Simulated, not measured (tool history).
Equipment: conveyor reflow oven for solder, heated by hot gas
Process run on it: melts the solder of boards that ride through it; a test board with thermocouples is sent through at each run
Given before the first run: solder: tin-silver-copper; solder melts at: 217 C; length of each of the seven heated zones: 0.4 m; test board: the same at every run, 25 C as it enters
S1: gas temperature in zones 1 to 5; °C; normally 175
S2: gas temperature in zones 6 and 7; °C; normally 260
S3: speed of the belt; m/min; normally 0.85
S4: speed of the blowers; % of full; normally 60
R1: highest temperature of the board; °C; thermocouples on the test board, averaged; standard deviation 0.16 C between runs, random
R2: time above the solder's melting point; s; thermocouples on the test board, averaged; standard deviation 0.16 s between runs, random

run	hour	S1	S2	S3	S4	R1	R2
1	0	175	260	0.85	60	238.8	32
# hour 12.8: flux residue cleaned out of gas plates and filters
2	32.1	175	260	0.85	60	241.7	35
3	51.5	175	260	0.85	60	241.9	35
4	85.9	175	260	0.767	60	244.7	42.3
5	113.8	175	260	0.85	60	241.3	34.8
6	138	175	260	0.85	60	241.3	34.6
7	167.6	175	260	0.85	60	241.4	34.5
8	195.1	175	260	0.85	60	240.7	34.5
9	219.4	162	260	0.85	60	237.9	28.6
10	247.6	162	260	0.85	60	238	28.6
11	269.8	162	260	0.85	60	237.9	28.4
12	298.5	162	260	0.85	60	237.9	28.1
13	330.5	162	260	0.845	60	238.1	28.6
14	358.7	162	253	0.845	60	232.3	23
15	380	162	253	0.845	60	231.9	22.8
16	405.7	162	253	0.845	60	231.3	22.8
17	432.7	175	275	0.85	53	250.6	40.1
# hour 459.8: flux residue cleaned out of gas plates and filters
18	463.2	175	260	0.966	80	241.8	31.4
19	491.3	177	259	0.714	75	249.2	51.1
20	511.4	177	259	0.714	75	249.1	50.7
21	544.8	177	259	0.714	75	248.9	50.9
22	574.5	177	259	0.714	74	248.8	50.6
23	603.1	184	270	0.901	76	253.2	42.8
24	619.5	184	270	0.901	76	252.9	42.7
25	635	184	270	0.901	76	253	43.1
26	668.9	179	260	0.85	56	242	36.2
27	701.8	176	260	0.85	63	242.5	35.9
28	728.2	175	252	0.85	79	237.8	33.1
29	755.3	173	260	0.85	60	241.3	33.7

Some steps in R1, run to run, broken into two amounts with sign: the step expected even without the hidden condition (settings, incoming material, random variation), and the rest, left for the hidden condition together with whatever gauge scatter is not in both the measured and the hidden-condition-free result:
Hidden state present: heat that the gas passes to the board, % of a clean oven's; belt's true speed, % of the reading; true gas temperature in zones 6 and 7 over the reading, C; drift of the gauge itself on peak_c, C; drift of the gauge itself on liquid_s, %.
Run 1 -> 2: flux residue cleaned out of gas plates and filters. R1 +2.9 °C: hidden state +2.7, all else +0.2.
Run 16 -> 17: S1 162 -> 175, S2 253 -> 275, S3 0.845 -> 0.85, S4 60 -> 53. R1 +19.3 °C: hidden state -0.2, all else +19.5.
Run 17 -> 18: S2 275 -> 260, S3 0.85 -> 0.966, S4 53 -> 80, flux residue cleaned out of gas plates and filters. R1 -8.8 °C: hidden state +2.9, all else -11.7.
Run 25 -> 26: S1 184 -> 179, S2 270 -> 260, S3 0.901 -> 0.85, S4 76 -> 56. R1 -11 °C: hidden state +0.1, all else -11.1.
